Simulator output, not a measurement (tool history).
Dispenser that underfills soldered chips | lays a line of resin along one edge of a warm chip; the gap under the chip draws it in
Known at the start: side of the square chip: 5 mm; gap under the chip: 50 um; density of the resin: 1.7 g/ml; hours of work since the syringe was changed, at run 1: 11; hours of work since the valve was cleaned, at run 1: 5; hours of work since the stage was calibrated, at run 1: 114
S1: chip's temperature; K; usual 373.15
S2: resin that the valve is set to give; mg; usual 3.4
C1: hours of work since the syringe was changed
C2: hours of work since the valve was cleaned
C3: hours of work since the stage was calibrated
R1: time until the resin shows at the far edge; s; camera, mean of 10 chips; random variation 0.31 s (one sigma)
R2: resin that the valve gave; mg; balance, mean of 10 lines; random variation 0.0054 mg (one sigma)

run 1 day=0 | S1=373.15 S2=3.4 | C1=11 C2=5 C3=114 | R1=22 R2=3.393
-- day=0.108 new syringe of resin
run 2 day=0.312 | S1=373.15 S2=3.4 | C1=3 C2=9 C3=119 | R1=11.4 R2=3.382
run 3 day=0.458 | S1=372.15 S2=3.4 | C1=5 C2=11 C3=121 | R1=14.1 R2=3.384
run 4 day=0.633 | S1=362.15 S2=3.4 | C1=8 C2=14 C3=124 | R1=25.2 R2=3.377
run 5 day=0.838 | S1=362.15 S2=3.4 | C1=11 C2=17 C3=126 | R1=33.3 R2=3.375
-- day=0.954 new syringe of resin
run 6 day=1.158 | S1=362.15 S2=3.4 | C1=3 C2=21 C3=131 | R1=16.1 R2=3.366
run 7 day=1.504 | S1=373.15 S2=3.4 | C1=8 C2=26 C3=136 | R1=17.4 R2=3.339
-- day=1.775 new syringe of resin
run 8 day=1.833 | S1=375.15 S2=3.4 | C1=1 C2=31 C3=141 | R1=8.5 R2=3.344
run 9 day=2.029 | S1=360.15 S2=3.4 | C1=4 C2=34 C3=143 | R1=19.3 R2=3.334
run 10 day=2.362 | S1=360.15 S2=3.4 | C1=9 C2=39 C3=148 | R1=29.8 R2=3.324
-- day=2.604 new syringe of resin
run 11 day=2.604 | S1=360.15 S2=3.4 | C1=0 C2=42 C3=152 | R1=14 R2=3.314
run 12 day=2.762 | S1=373.15 S2=3.18 | C1=2 C2=44 C3=154 | R1=10.1 R2=3.099
-- day=2.908 dispensing valve cleaned and set on the balance
run 13 day=3.117 | S1=380.15 S2=3.96 | C1=7 C2=3 C3=159 | R1=11.4 R2=3.964
run 14 day=3.358 | S1=380.15 S2=3.96 | C1=10 C2=7 C3=162 | R1=16.2 R2=3.951
-- day=3.471 new syringe of resin
run 15 day=3.708 | S1=370.15 S2=3.49 | C1=3 C2=12 C3=167 | R1=12.6 R2=3.47
run 16 day=3.871 | S1=370.15 S2=3.49 | C1=6 C2=14 C3=169 | R1=15.8 R2=3.47
run 17 day=4.204 | S1=374.15 S2=3.09 | C1=11 C2=19 C3=174 | R1=20.1 R2=3.06
-- day=4.317 new syringe of resin
run 18 day=4.438 | S1=386.15 S2=3.62 | C1=2 C2=22 C3=177 | R1=6 R2=3.581
run 19 day=4.671 | S1=369.15 S2=4.14 | C1=5 C2=25 C3=181 | R1=15.6 R2=4.08
run 20 day=4.829 | S1=364.15 S2=2.99 | C1=7 C2=28 C3=183 | R1=23 R2=2.941
run 21 day=5.092 | S1=359.15 S2=2.99 | C1=11 C2=31 C3=187 | R1=40.2 R2=2.936
-- day=5.154 new syringe of resin
run 22 day=5.338 | S1=359.15 S2=2.99 | C1=3 C2=35 C3=190 | R1=18.8 R2=2.93
run 23 day=5.688 | S1=378.15 S2=3.32 | C1=8 C2=40 C3=195 | R1=13.9 R2=3.239

Run 24 comes next. What will it give?
run 24 day=5.942 | S1=378.15 S2=3.62 | C1=11 C2=44 C3=199 | R1=? R2=?

Run 24 gave R1 19.1 s, R2 3.523 mg.
Without the tool's hidden state the same run would have given R1 7.1 s, R2 3.617 mg.
